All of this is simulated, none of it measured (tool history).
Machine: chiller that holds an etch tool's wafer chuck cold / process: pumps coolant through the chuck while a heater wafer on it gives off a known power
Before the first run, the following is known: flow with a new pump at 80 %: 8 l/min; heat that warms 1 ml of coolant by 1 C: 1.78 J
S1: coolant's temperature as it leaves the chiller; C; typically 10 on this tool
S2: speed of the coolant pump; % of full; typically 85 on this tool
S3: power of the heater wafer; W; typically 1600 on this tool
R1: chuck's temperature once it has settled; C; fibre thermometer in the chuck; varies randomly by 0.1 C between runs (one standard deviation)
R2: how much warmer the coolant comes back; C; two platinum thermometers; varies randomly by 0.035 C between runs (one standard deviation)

Run 1, hour 0: usual settings. Result: R1 23.1 C, R2 6.29 C.
Run 2, hour 33: usual settings but S3 2086 W. Result: R1 27.2 C, R2 8.27 C.
Run 3, hour 52.1: usual settings but S3 2086 W. Result: R1 27 C, R2 8.24 C.
Run 4, hour 81.9: usual settings but S3 2086 W. Result: R1 27.1 C, R2 8.26 C.
Run 5, hour 102.4: usual settings but S3 2086 W. Result: R1 27.2 C, R2 8.27 C.
Run 6, hour 119.7: usual settings but S3 2272 W. Result: R1 28.9 C, R2 8.91 C.
Run 7, hour 159.1: usual settings but S3 2272 W. Result: R1 28.7 C, R2 8.95 C.
Run 8, hour 195.3: usual settings but S3 2272 W. Result: R1 28.8 C, R2 9.02 C.
Run 9, hour 233.5: usual settings but S1 14 C, S2 61 % of full. Result: R1 32.1 C, R2 9.16 C.
Run 10, hour 252.8: usual settings but S2 73 % of full, S3 1592 W. Result: R1 25.2 C, R2 7.49 C.
Run 11, hour 282.1: usual settings but S1 5 C, S2 73 % of full, S3 1225 W. Result: R1 16.8 C, R2 5.79 C.
Run 12, hour 301: usual settings but S1 3 C, S2 71 % of full, S3 1971 W. Result: R1 22.2 C, R2 9.54 C.
Run 13, hour 318.1: usual settings but S1 2 C, S3 1129 W. Result: R1 11.3 C, R2 4.44 C.
Run 14, hour 346.9: usual settings but S1 14 C, S2 86 % of full, S3 1101 W. Result: R1 22.7 C, R2 4.26 C.
Run 15, hour 374.2: usual settings but S1 7 C, S2 86 % of full, S3 1617 W. Result: R1 19.9 C, R2 6.31 C.
Run 16, hour 414.7: usual settings but S1 4 C, S2 62 % of full, S3 1011 W. Result: R1 15.2 C, R2 5.61 C.

Predict each of these 3 candidate next runs independently; none follows another, all start after run 16:
Run A, hour 455.5: usual settings but S1 2 C, S2 60 % of full, S3 926 W. Result: R1 ?, R2 ?.
Run B, hour 455.5: usual settings but S1 20 C, S2 93 % of full, S3 856 W. Result: R1 ?, R2 ?.
Run C, hour 455.5: usual settings but S3 2205 W. Result: R1 ?, R2 ?.

run    R1    R2
  A  12.7  5.38
  B  26.1  3.03
  C  28.3  8.68
What these runs would have given with no unlogged condition in the tool:
run    R1    R2
  A  12.7  5.38
  B  26.1  3.03
  C  28.3  8.67
